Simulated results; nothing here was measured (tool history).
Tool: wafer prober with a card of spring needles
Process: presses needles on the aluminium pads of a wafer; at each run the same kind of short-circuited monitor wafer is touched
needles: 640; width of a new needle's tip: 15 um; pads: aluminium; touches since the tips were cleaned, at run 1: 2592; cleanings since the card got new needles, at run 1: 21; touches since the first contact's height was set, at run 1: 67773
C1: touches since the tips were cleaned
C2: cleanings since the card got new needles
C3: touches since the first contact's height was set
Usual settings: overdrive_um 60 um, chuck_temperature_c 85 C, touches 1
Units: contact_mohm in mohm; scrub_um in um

Run 1, hour 0.0: usual settings; C1 2592; C2 21; C3 67773. Result: contact_mohm 213 mohm, scrub_um 12.97 um.
At hour 1.5: tips cleaned on abrasive film.
At hour 8.6: tips cleaned on abrasive film.
At hour 15.7: tips cleaned on abrasive film.
At hour 22.8: tips cleaned on abrasive film.
At hour 29.9: tips cleaned on abrasive film.
Run 2, hour 34.6: usual settings; C1 2400; C2 26; C3 85068. Result: contact_mohm 213 mohm, scrub_um 12.99 um.
At hour 36.1: tips cleaned on abrasive film.
At hour 41.8: tips cleaned on abrasive film.
At hour 48.9: tips cleaned on abrasive film.
At hour 56.1: tips cleaned on abrasive film.
At hour 63.2: tips cleaned on abrasive film.
At hour 68.9: tips cleaned on abrasive film.
Run 3, hour 73.3: usual settings; C1 2246; C2 32; C3 104337. Result: contact_mohm 212 mohm, scrub_um 12.93 um.
At hour 74.8: tips cleaned on abrasive film.
At hour 81.9: tips cleaned on abrasive film.
At hour 89.0: tips cleaned on abrasive film.
At hour 96.1: tips cleaned on abrasive film.
At hour 101.8: tips cleaned on abrasive film.
Run 4, hour 105.7: usual settings but touches 3; C1 1972; C2 37; C3 120493. Result: contact_mohm 182 mohm, scrub_um 12.73 um.
At hour 108.6: tips cleaned on abrasive film.
At hour 115.7: tips cleaned on abrasive film.
At hour 121.4: tips cleaned on abrasive film.
At hour 127.1: tips cleaned on abrasive film.
Run 5, hour 130.6: usual settings but chuck_temperature_c 40 C, touches 3; C1 1774; C2 41; C3 132906. Result: contact_mohm 172 mohm, scrub_um 12.71 um.
At hour 133.5: tips cleaned on abrasive film.
At hour 139.2: tips cleaned on abrasive film.
At hour 144.9: tips cleaned on abrasive film.
Run 6, hour 147.8: usual settings but chuck_temperature_c 40 C, touches 3; C1 1497; C2 44; C3 141494. Result: contact_mohm 172 mohm, scrub_um 12.56 um.
At hour 150.7: tips cleaned on abrasive film.
At hour 156.4: tips cleaned on abrasive film.
At hour 158.1: height of the first contact set anew.
At hour 162.4: tips cleaned on abrasive film.
At hour 169.6: tips cleaned on abrasive film.
At hour 175.3: tips cleaned on abrasive film.
Run 7, hour 180.0: usual settings but overdrive_um 57 um; C1 2415; C2 49; C3 10926. Result: contact_mohm 219 mohm, scrub_um 12.78 um.
At hour 181.5: tips cleaned on abrasive film.
At hour 188.6: tips cleaned on abrasive film.
At hour 195.7: tips cleaned on abrasive film.
At hour 202.8: tips cleaned on abrasive film.
At hour 208.5: tips cleaned on abrasive film.
Run 8, hour 211.0: usual settings but overdrive_um 57 um; C1 1254; C2 54; C3 26367. Result: contact_mohm 199 mohm, scrub_um 12.59 um.
At hour 215.3: tips cleaned on abrasive film.
At hour 221.0: tips cleaned on abrasive film.
At hour 228.1: tips cleaned on abrasive film.
At hour 233.8: tips cleaned on abrasive film.
Run 9, hour 236.4: usual settings but overdrive_um 66 um; C1 1319; C2 58; C3 39034. Result: contact_mohm 193 mohm, scrub_um 14.58 um.
At hour 240.7: tips cleaned on abrasive film.
At hour 247.8: tips cleaned on abrasive film.
At hour 253.5: tips cleaned on abrasive film.
At hour 259.2: tips cleaned on abrasive film.
At hour 264.9: tips cleaned on abrasive film.
At hour 270.6: tips cleaned on abrasive film.
Run 10, hour 274.4: usual settings; C1 1938; C2 64; C3 57993. Result: contact_mohm 213 mohm, scrub_um 13.08 um.
At hour 277.3: tips cleaned on abrasive film.
At hour 283.0: tips cleaned on abrasive film.
At hour 288.7: tips cleaned on abrasive film.
At hour 295.8: tips cleaned on abrasive film.
At hour 302.9: tips cleaned on abrasive film.
At hour 310.0: tips cleaned on abrasive film.
Run 11, hour 311.3: usual settings but chuck_temperature_c 53 C; C1 616; C2 70; C3 76340. Result: contact_mohm 185 mohm, scrub_um 12.93 um.
At hour 317.0: tips cleaned on abrasive film.
At hour 322.7: tips cleaned on abrasive film.
At hour 328.4: tips cleaned on abrasive film.
At hour 334.1: tips cleaned on abrasive film.
At hour 341.2: tips cleaned on abrasive film.
At hour 346.9: tips cleaned on abrasive film.
Run 12, hour 347.2: usual settings but chuck_temperature_c 53 C, touches 3; C1 159; C2 76; C3 94230. Result: contact_mohm 161 mohm, scrub_um 12.86 um.
At hour 352.9: tips cleaned on abrasive film.
At hour 358.6: tips cleaned on abrasive film.
At hour 364.3: tips cleaned on abrasive film.
At hour 370.0: tips cleaned on abrasive film.
Run 13, hour 372.8: usual settings but chuck_temperature_c 53 C, touches 3; C1 1429; C2 80; C3 107006. Result: contact_mohm 178 mohm, scrub_um 12.73 um.
At hour 375.7: tips cleaned on abrasive film.
At hour 381.4: tips cleaned on abrasive film.
At hour 387.1: tips cleaned on abrasive film.
At hour 392.8: tips cleaned on abrasive film.
Run 14, hour 393.6: usual settings but chuck_temperature_c 53 C, touches 3; C1 408; C2 84; C3 117333. Result: contact_mohm 172 mohm, scrub_um 12.71 um.
At hour 399.3: tips cleaned on abrasive film.
At hour 405.0: tips cleaned on abrasive film.
At hour 412.1: tips cleaned on abrasive film.
At hour 419.2: tips cleaned on abrasive film.
Run 15, hour 420.1: usual settings but overdrive_um 43 um, chuck_temperature_c 53 C; C1 464; C2 88; C3 130563. Result: contact_mohm 217 mohm, scrub_um 8.65 um.
At hour 425.8: tips cleaned on abrasive film.
At hour 431.5: tips cleaned on abrasive film.
At hour 438.6: tips cleaned on abrasive film.
At hour 444.3: tips cleaned on abrasive film.
Run 16, hour 445.8: usual settings but overdrive_um 40 um, chuck_temperature_c 79 C, touches 3; C1 732; C2 92; C3 143351. Result: contact_mohm 201 mohm, scrub_um 8.05 um.
At hour 450.1: tips cleaned on abrasive film.
At hour 451.8: height of the first contact set anew.
At hour 456.1: tips cleaned on abrasive film.
At hour 461.8: tips cleaned on abrasive film.
At hour 468.9: tips cleaned on abrasive film.
Run 17, hour 472.1: usual settings but overdrive_um 75 um; C1 1635; C2 96; C3 10146. Result: contact_mohm 191 mohm, scrub_um 16.85 um.
At hour 475.0: tips cleaned on abrasive film.
At hour 480.7: tips cleaned on abrasive film.
At hour 486.4: tips cleaned on abrasive film.
At hour 492.1: tips cleaned on abrasive film.
Run 18, hour 495.6: usual settings but overdrive_um 75 um, chuck_temperature_c 113 C, touches 2; C1 1759; C2 100; C3 21832. Result: contact_mohm 182 mohm, scrub_um 16.64 um.
At hour 498.5: tips cleaned on abrasive film.
At hour 504.2: tips cleaned on abrasive film.
At hour 509.9: tips cleaned on abrasive film.
At hour 515.6: tips cleaned on abrasive film.
Run 19, hour 516.1: usual settings but chuck_temperature_c 31 C; C1 291; C2 104; C3 32051. Result: contact_mohm 175 mohm, scrub_um 13.19 um.
At hour 521.8: tips cleaned on abrasive film.
At hour 528.9: tips cleaned on abrasive film.
At hour 534.6: tips cleaned on abrasive film.
At hour 541.7: tips cleaned on abrasive film.
Run 20, hour 544.7: usual settings but chuck_temperature_c 31 C; C1 1486; C2 108; C3 46303. Result: contact_mohm 199 mohm, scrub_um 13.17 um.
At hour 547.6: tips cleaned on abrasive film.
At hour 553.3: tips cleaned on abrasive film.
At hour 560.4: tips cleaned on abrasive film.
At hour 566.1: tips cleaned on abrasive film.
At hour 573.2: tips cleaned on abrasive film.
Run 21, hour 577.7: usual settings but chuck_temperature_c 113 C; C1 2299; C2 113; C3 62787. Result: contact_mohm 235 mohm, scrub_um 12.94 um.
At hour 579.2: tips cleaned on abrasive film.
At hour 584.9: tips cleaned on abrasive film.
At hour 590.6: tips cleaned on abrasive film.
At hour 596.3: tips cleaned on abrasive film.
At hour 602.0: tips cleaned on abrasive film.
Run 22, hour 602.2: usual settings but chuck_temperature_c 113 C; C1 110; C2 118; C3 74953. Result: contact_mohm 182 mohm, scrub_um 12.89 um.
At hour 607.9: tips cleaned on abrasive film.
At hour 613.6: tips cleaned on abrasive film.
At hour 620.7: tips cleaned on abrasive film.
Run 23, hour 626.1: usual settings but overdrive_um 55 um, chuck_temperature_c 50 C, touches 2; C1 2727; C2 121; C3 86901. Result: contact_mohm 219 mohm, scrub_um 11.67 um.

Some steps in contact_mohm between neighbouring runs. How much of each would the tool show without its hidden state too (settings, what came in, random variation), and how much is left for the hidden state, with any gauge scatter that isn't in both results?
The hidden state here: debris on the tips, nm; way that the needles fall short of the set height, um; tips' diameter, um; drift of the gauge itself on contact_mohm, %; drift of the gauge itself on scrub_um, %.
Run 6 -> 7: overdrive_um 60 -> 57, chuck_temperature_c 40 -> 85, touches 3 -> 1, tips cleaned on abrasive film, tips cleaned on abrasive film, height of the first contact set anew, tips cleaned on abrasive film, tips cleaned on abrasive film, tips cleaned on abrasive film. contact_mohm +47 mohm: hidden state +37, all else +10.
Run 21 -> 22: tips cleaned on abrasive film, tips cleaned on abrasive film, tips cleaned on abrasive film, tips cleaned on abrasive film, tips cleaned on abrasive film. contact_mohm -53 mohm: hidden state -52, all else -1.
Run 22 -> 23: overdrive_um 60 -> 55, chuck_temperature_c 113 -> 50, touches 1 -> 2, tips cleaned on abrasive film, tips cleaned on abrasive film, tips cleaned on abrasive film. contact_mohm +37 mohm: hidden state +48, all else -11.
